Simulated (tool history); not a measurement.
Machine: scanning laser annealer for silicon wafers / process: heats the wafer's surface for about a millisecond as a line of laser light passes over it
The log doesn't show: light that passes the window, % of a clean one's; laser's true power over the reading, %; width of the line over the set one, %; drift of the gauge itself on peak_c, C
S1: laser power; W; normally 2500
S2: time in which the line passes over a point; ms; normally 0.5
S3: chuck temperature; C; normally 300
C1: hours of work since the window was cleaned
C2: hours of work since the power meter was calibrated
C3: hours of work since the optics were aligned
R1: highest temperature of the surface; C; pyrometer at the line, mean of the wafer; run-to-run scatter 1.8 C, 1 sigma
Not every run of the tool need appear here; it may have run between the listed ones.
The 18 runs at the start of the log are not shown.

Run 19, hour 605.4: usual settings but S2 0.515 ms; C1 555; C2 977; C3 536. Result: R1 976 C.
Run 20, hour 639.4: usual settings; C1 570; C2 993; C3 551. Result: R1 966 C.
Run 21, hour 680.3: usual settings; C1 589; C2 1011; C3 570. Result: R1 967 C.
Run 22, hour 725.9: usual settings but S1 2550 W, S2 0.406 ms, S3 298 C; C1 609; C2 1032; C3 590. Result: R1 907 C.
At hour 747.6: window over the wafer cleaned.
Run 23, hour 747.6: usual settings but S1 2347 W, S2 0.4 ms, S3 312 C; C1 0; C2 1040; C3 599. Result: R1 843 C.
Run 24, hour 784.4: usual settings but S1 2565 W, S2 0.4 ms, S3 330 C; C1 17; C2 1057; C3 616. Result: R1 923 C.
Run 25, hour 810.5: usual settings but S1 2681 W, S2 0.597 ms, S3 321 C; C1 28; C2 1069; C3 628. Result: R1 1091 C.
Run 26, hour 836.2: usual settings but S1 2650 W; C1 40; C2 1081; C3 639. Result: R1 989 C.
Run 27, hour 858.7: usual settings but S1 2623 W, S2 0.466 ms, S3 264 C; C1 50; C2 1091; C3 649. Result: R1 918 C.
Run 28, hour 892.2: usual settings but S1 2623 W, S2 0.466 ms, S3 264 C; C1 65; C2 1106; C3 665. Result: R1 919 C.
At hour 936.6: window over the wafer cleaned, once more.
Run 29, hour 939.8: usual settings but S1 2480 W, S2 0.394 ms, S3 266 C; C1 1; C2 1126; C3 685. Result: R1 873 C.
Run 30, hour 980.8: usual settings but S1 2480 W, S2 0.394 ms, S3 266 C; C1 20; C2 1145; C3 704. Result: R1 874 C.
Run 31, hour 1025.4: usual settings but S1 2306 W, S2 0.41 ms, S3 320 C; C1 40; C2 1165; C3 724. Result: R1 890 C.
Run 32, hour 1071.6: usual settings but S1 2306 W, S2 0.41 ms, S3 320 C; C1 61; C2 1186; C3 745. Result: R1 888 C.
Run 33, hour 1094.5: usual settings but S1 2536 W, S2 0.491 ms, S3 262 C; C1 71; C2 1196; C3 755. Result: R1 963 C.
Run 34, hour 1142.6: usual settings but S1 2536 W, S2 0.469 ms, S3 277 C; C1 93; C2 1218; C3 777. Result: R1 958 C.
Run 35, hour 1163.2: usual settings but S1 2363 W, S2 0.371 ms, S3 277 C; C1 102; C2 1227; C3 786. Result: R1 826 C.
Run 36, hour 1188: usual settings but S1 2363 W, S2 0.371 ms, S3 277 C; C1 114; C2 1239; C3 797. Result: R1 829 C.
Run 37, hour 1226.4: usual settings but S1 2338 W, S2 0.53 ms, S3 318 C; C1 131; C2 1256; C3 815. Result: R1 973 C.
Run 38, hour 1251.9: usual settings but S1 2338 W, S2 0.53 ms, S3 318 C; C1 143; C2 1268; C3 826. Result: R1 973 C.
Run 39, hour 1275: usual settings but S1 2310 W, S2 0.53 ms, S3 288 C; C1 153; C2 1278; C3 837. Result: R1 933 C.
Run 40, hour 1298.3: usual settings but S1 2450 W, S2 0.463 ms, S3 275 C; C1 164; C2 1289; C3 847. Result: R1 919 C.
Run 41, hour 1339.8: usual settings but S1 2450 W, S2 0.463 ms, S3 275 C; C1 182; C2 1307; C3 866. Result: R1 918 C.

Here are 4 independent what-if runs from the current tool condition. What would each one return?
Run A, hour 1383.2: usual settings but S1 2654 W, S2 0.416 ms, S3 305 C; C1 202; C2 1327; C3 886. Result: R1 ?.
Run B, hour 1383.2: usual settings but S1 2450 W, S2 0.463 ms, S3 278 C; C1 202; C2 1327; C3 886. Result: R1 ?.
Run C, hour 1383.2: usual settings but S1 2406 W, S2 0.565 ms, S3 328 C; C1 202; C2 1327; C3 886. Result: R1 ?.
Run D, hour 1383.2: usual settings but S1 2700 W, S2 0.559 ms, S3 292 C; C1 202; C2 1327; C3 886. Result: R1 ?.

run    R1
  A   975
  B   920
  C  1024
  D  1091
The same runs, with their run-to-run variation unchanged, on a tool lacking any hidden condition would have given:
run    R1
  A   997
  B   941
  C  1047
  D  1117
